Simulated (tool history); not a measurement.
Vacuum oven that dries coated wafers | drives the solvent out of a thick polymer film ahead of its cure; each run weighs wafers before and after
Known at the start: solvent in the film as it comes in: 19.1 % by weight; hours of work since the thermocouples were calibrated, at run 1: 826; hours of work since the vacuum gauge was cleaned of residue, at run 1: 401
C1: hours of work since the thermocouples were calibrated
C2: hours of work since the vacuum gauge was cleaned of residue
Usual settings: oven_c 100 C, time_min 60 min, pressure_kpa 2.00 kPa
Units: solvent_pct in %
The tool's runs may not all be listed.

{"run": 1, "hour": 0.0, "oven_c": 100, "time_min": 60, "pressure_kpa": 2.0, "C1": 826, "C2": 401, "solvent_pct": 2.36}
{"run": 2, "hour": 72.9, "oven_c": 100, "time_min": 60, "pressure_kpa": 2.0, "C1": 875, "C2": 451, "solvent_pct": 2.35}
{"run": 3, "hour": 110.7, "oven_c": 100, "time_min": 60, "pressure_kpa": 2.0, "C1": 901, "C2": 476, "solvent_pct": 2.29}
{"run": 4, "hour": 171.8, "oven_c": 92, "time_min": 60, "pressure_kpa": 2.0, "C1": 942, "C2": 518, "solvent_pct": 4.07}
{"run": 5, "hour": 203.5, "oven_c": 92, "time_min": 60, "pressure_kpa": 2.0, "C1": 964, "C2": 539, "solvent_pct": 4.03}
{"run": 6, "hour": 275.9, "oven_c": 100, "time_min": 60, "pressure_kpa": 2.0, "C1": 1013, "C2": 588, "solvent_pct": 2.28}
{"run": 7, "hour": 339.8, "oven_c": 100, "time_min": 60, "pressure_kpa": 2.0, "C1": 1057, "C2": 632, "solvent_pct": 2.31}
{"run": 8, "hour": 400.4, "oven_c": 100, "time_min": 60, "pressure_kpa": 2.0, "C1": 1098, "C2": 673, "solvent_pct": 2.31}
{"run": 9, "hour": 475.9, "oven_c": 100, "time_min": 88, "pressure_kpa": 2.0, "C1": 1149, "C2": 724, "solvent_pct": 1.57}
{"run": 10, "hour": 526.0, "oven_c": 100, "time_min": 60, "pressure_kpa": 2.28, "C1": 1183, "C2": 758, "solvent_pct": 2.43}
{"run": 11, "hour": 572.6, "oven_c": 91, "time_min": 60, "pressure_kpa": 2.28, "C1": 1215, "C2": 790, "solvent_pct": 4.37}
{"run": 12, "hour": 643.5, "oven_c": 110, "time_min": 60, "pressure_kpa": 2.0, "C1": 1263, "C2": 838, "solvent_pct": 1.13}
{"run": 13, "hour": 684.5, "oven_c": 100, "time_min": 60, "pressure_kpa": 2.0, "C1": 1291, "C2": 866, "solvent_pct": 2.24}
{"run": 14, "hour": 751.9, "oven_c": 100, "time_min": 60, "pressure_kpa": 2.0, "C1": 1336, "C2": 912, "solvent_pct": 2.25}
{"run": 15, "hour": 791.6, "oven_c": 100, "time_min": 60, "pressure_kpa": 2.0, "C1": 1363, "C2": 939, "solvent_pct": 2.23}
{"run": 16, "hour": 863.6, "oven_c": 100, "time_min": 60, "pressure_kpa": 2.0, "C1": 1412, "C2": 988, "solvent_pct": 2.24}
{"run": 17, "hour": 901.4, "oven_c": 100, "time_min": 60, "pressure_kpa": 2.0, "C1": 1438, "C2": 1013, "solvent_pct": 2.22}
{"run": 18, "hour": 976.8, "oven_c": 100, "time_min": 60, "pressure_kpa": 2.0, "C1": 1489, "C2": 1065, "solvent_pct": 2.23}
{"run": 19, "hour": 1021.3, "oven_c": 100, "time_min": 60, "pressure_kpa": 2.0, "C1": 1520, "C2": 1095, "solvent_pct": 2.19}
{"run": 20, "hour": 1069.0, "oven_c": 100, "time_min": 60, "pressure_kpa": 1.61, "C1": 1552, "C2": 1127, "solvent_pct": 1.99}
{"run": 21, "hour": 1131.7, "oven_c": 93, "time_min": 52, "pressure_kpa": 4.58, "C1": 1594, "C2": 1170, "solvent_pct": 5.86}
{"run": 22, "hour": 1174.0, "oven_c": 100, "time_min": 60, "pressure_kpa": 5.09, "C1": 1623, "C2": 1199, "solvent_pct": 3.93}
{"hour": 1217.8, "done": "oven's thermocouples calibrated"}
{"run": 23, "hour": 1217.8, "oven_c": 100, "time_min": 49, "pressure_kpa": 1.83, "C1": 0, "C2": 1227, "solvent_pct": 3.26}
{"run": 24, "hour": 1249.2, "oven_c": 100, "time_min": 49, "pressure_kpa": 1.83, "C1": 21, "C2": 1248, "solvent_pct": 3.26}
{"run": 25, "hour": 1315.1, "oven_c": 100, "time_min": 49, "pressure_kpa": 1.83, "C1": 66, "C2": 1293, "solvent_pct": 3.23}
{"run": 26, "hour": 1379.3, "oven_c": 115, "time_min": 82, "pressure_kpa": 1.55, "C1": 110, "C2": 1337, "solvent_pct": 0.7}
{"run": 27, "hour": 1426.2, "oven_c": 88, "time_min": 32, "pressure_kpa": 2.0, "C1": 142, "C2": 1369, "solvent_pct": 8.74}
{"run": 28, "hour": 1461.4, "oven_c": 94, "time_min": 88, "pressure_kpa": 2.0, "C1": 165, "C2": 1392, "solvent_pct": 2.71}
{"run": 29, "hour": 1522.2, "oven_c": 100, "time_min": 88, "pressure_kpa": 3.78, "C1": 207, "C2": 1434, "solvent_pct": 2.92}
{"run": 30, "hour": 1564.2, "oven_c": 87, "time_min": 65, "pressure_kpa": 2.0, "C1": 235, "C2": 1462, "solvent_pct": 5.52}
{"run": 31, "hour": 1624.4, "oven_c": 87, "time_min": 65, "pressure_kpa": 2.0, "C1": 276, "C2": 1503, "solvent_pct": 5.54}
{"run": 32, "hour": 1662.3, "oven_c": 88, "time_min": 65, "pressure_kpa": 2.0, "C1": 302, "C2": 1529, "solvent_pct": 5.24}
{"run": 33, "hour": 1720.5, "oven_c": 88, "time_min": 65, "pressure_kpa": 2.0, "C1": 342, "C2": 1568, "solvent_pct": 5.28}
{"run": 34, "hour": 1787.7, "oven_c": 100, "time_min": 50, "pressure_kpa": 2.0, "C1": 387, "C2": 1614, "solvent_pct": 3.14}
{"run": 35, "hour": 1855.5, "oven_c": 94, "time_min": 36, "pressure_kpa": 1.12, "C1": 433, "C2": 1660, "solvent_pct": 5.69}
{"run": 36, "hour": 1887.0, "oven_c": 94, "time_min": 36, "pressure_kpa": 1.12, "C1": 455, "C2": 1682, "solvent_pct": 5.71}
{"run": 37, "hour": 1941.2, "oven_c": 94, "time_min": 36, "pressure_kpa": 4.67, "C1": 491, "C2": 1718, "solvent_pct": 7.72}
{"run": 38, "hour": 1979.6, "oven_c": 99, "time_min": 36, "pressure_kpa": 5.28, "C1": 518, "C2": 1744, "solvent_pct": 6.47}

The same runs without the tool's hidden state, with the same run-to-run variation:
The hidden state here: true wafer temperature over the reading, C; true pressure over the reading, kPa; drift of the gauge itself on solvent_pct, %.
run=1 solvent_pct=2.52
run=2 solvent_pct=2.52
run=3 solvent_pct=2.47
run=4 solvent_pct=4.36
run=5 solvent_pct=4.33
run=6 solvent_pct=2.47
run=7 solvent_pct=2.51
run=8 solvent_pct=2.52
run=9 solvent_pct=1.66
run=10 solvent_pct=2.66
run=11 solvent_pct=4.77
run=12 solvent_pct=1.20
run=13 solvent_pct=2.49
run=14 solvent_pct=2.51
run=15 solvent_pct=2.49
run=16 solvent_pct=2.51
run=17 solvent_pct=2.49
run=18 solvent_pct=2.51
run=19 solvent_pct=2.47
run=20 solvent_pct=2.27
run=21 solvent_pct=6.50
run=22 solvent_pct=4.37
run=23 solvent_pct=3.08
run=24 solvent_pct=3.09
run=25 solvent_pct=3.08
run=26 solvent_pct=0.59
run=27 solvent_pct=8.61
run=28 solvent_pct=2.52
run=29 solvent_pct=2.77
run=30 solvent_pct=5.37
run=31 solvent_pct=5.41
run=32 solvent_pct=5.12
run=33 solvent_pct=5.17
run=34 solvent_pct=3.08
run=35 solvent_pct=5.70
run=36 solvent_pct=5.72
run=37 solvent_pct=7.78
run=38 solvent_pct=6.55
